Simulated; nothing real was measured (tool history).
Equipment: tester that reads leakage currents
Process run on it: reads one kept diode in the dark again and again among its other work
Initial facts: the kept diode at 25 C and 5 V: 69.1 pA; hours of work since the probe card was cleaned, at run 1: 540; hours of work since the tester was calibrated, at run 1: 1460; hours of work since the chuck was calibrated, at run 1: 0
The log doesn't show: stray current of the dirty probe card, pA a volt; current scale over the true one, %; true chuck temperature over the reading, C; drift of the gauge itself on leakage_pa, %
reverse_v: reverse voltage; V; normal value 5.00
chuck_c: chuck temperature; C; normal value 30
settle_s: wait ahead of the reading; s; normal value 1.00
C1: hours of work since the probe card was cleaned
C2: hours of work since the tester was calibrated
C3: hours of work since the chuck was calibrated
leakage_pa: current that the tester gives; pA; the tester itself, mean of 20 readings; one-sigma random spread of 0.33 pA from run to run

Run 1, day 0.000: usual settings; C1 540; C2 1460; C3 0. Result: leakage_pa 109.61 pA.
Run 2, day 8.992: usual settings; C1 647; C2 1567; C3 107. Result: leakage_pa 109.68 pA.
Run 3, day 16.646: usual settings; C1 739; C2 1659; C3 199. Result: leakage_pa 110.69 pA.
Run 4, day 22.671: usual settings; C1 810; C2 1730; C3 270. Result: leakage_pa 109.86 pA.
Run 5, day 32.025: usual settings but settle_s 1.89 s; C1 922; C2 1842; C3 382. Result: leakage_pa 109.14 pA.
Run 6, day 38.858: usual settings; C1 1004; C2 1923; C3 463. Result: leakage_pa 110.02 pA.
Run 7, day 48.438: usual settings; C1 1118; C2 2038; C3 578. Result: leakage_pa 110.35 pA.
Run 8, day 52.833: usual settings but settle_s 6.19 s; C1 1170; C2 2090; C3 630. Result: leakage_pa 108.80 pA.
Run 9, day 58.421: usual settings but settle_s 6.19 s; C1 1237; C2 2157; C3 697. Result: leakage_pa 108.95 pA.
Run 10, day 64.808: usual settings but settle_s 6.19 s; C1 1313; C2 2233; C3 773. Result: leakage_pa 109.40 pA.
Run 11, day 68.879: usual settings but chuck_c 31 C; C1 1362; C2 2282; C3 821. Result: leakage_pa 119.82 pA.
Run 12, day 77.358: usual settings but chuck_c 31 C; C1 1463; C2 2383; C3 923. Result: leakage_pa 119.97 pA.
Run 13, day 83.604: usual settings but chuck_c 31 C; C1 1537; C2 2457; C3 997. Result: leakage_pa 119.79 pA.
At day 84.375: tester calibrated.
Run 14, day 91.862: usual settings but reverse_v 17.07 V, chuck_c 24 C, settle_s 0.54 s; C1 1635; C2 89; C3 1095. Result: leakage_pa 151.05 pA.
At day 99.950: tester calibrated, once more.
Run 15, day 100.325: usual settings but settle_s 0.38 s; C1 1735; C2 5; C3 1195. Result: leakage_pa 115.47 pA.
Run 16, day 104.862: usual settings but reverse_v 10.09 V; C1 1789; C2 59; C3 1249. Result: leakage_pa 165.92 pA.
Run 17, day 110.250: usual settings but reverse_v 3.49 V, chuck_c 39 C, settle_s 0.93 s; C1 1853; C2 123; C3 1313. Result: leakage_pa 182.50 pA.
Run 18, day 118.271: usual settings but reverse_v 3.49 V, chuck_c 39 C, settle_s 0.93 s; C1 1949; C2 219; C3 1409. Result: leakage_pa 183.98 pA.
Run 19, day 127.438: usual settings but reverse_v 15.37 V, chuck_c 48 C, settle_s 2.90 s; C1 2058; C2 328; C3 1518. Result: leakage_pa 775.39 pA.
At day 135.650: chuck's temperature calibrated.
Run 20, day 136.679: usual settings but reverse_v 12.16 V, chuck_c 25 C, settle_s 0.60 s; C1 2167; C2 437; C3 12. Result: leakage_pa 140.31 pA.
Run 21, day 145.658: usual settings but reverse_v 9.92 V, chuck_c 47 C, settle_s 4.16 s; C1 2274; C2 544; C3 119. Result: leakage_pa 589.09 pA.
Run 22, day 154.862: usual settings but reverse_v 1.61 V, chuck_c 25 C, settle_s 9.55 s; C1 2384; C2 654; C3 229. Result: leakage_pa 41.99 pA.
Run 23, day 160.721: usual settings but reverse_v 1.61 V, chuck_c 25 C, settle_s 9.55 s; C1 2454; C2 724; C3 299. Result: leakage_pa 41.97 pA.

Predict each of these 3 candidate next runs independently; none follows another, all start after run 23:
Run A, day 164.717: usual settings but reverse_v 5.80 V, chuck_c 29 C, settle_s 0.48 s; C1 2502; C2 771; C3 347. Result: leakage_pa ?.
Run B, day 164.717: usual settings but reverse_v 1.27 V, chuck_c 41 C, settle_s 0.88 s; C1 2502; C2 771; C3 347. Result: leakage_pa ?.
Run C, day 164.717: usual settings but reverse_v 19.33 V; C1 2502; C2 771; C3 347. Result: leakage_pa ?.

run  leakage_pa
  A      120.65
  B      129.28
  C      259.47
Stripped of hidden state, with their random variation kept, the same runs would have yielded:
run  leakage_pa
  A      109.30
  B      129.28
  C      217.95

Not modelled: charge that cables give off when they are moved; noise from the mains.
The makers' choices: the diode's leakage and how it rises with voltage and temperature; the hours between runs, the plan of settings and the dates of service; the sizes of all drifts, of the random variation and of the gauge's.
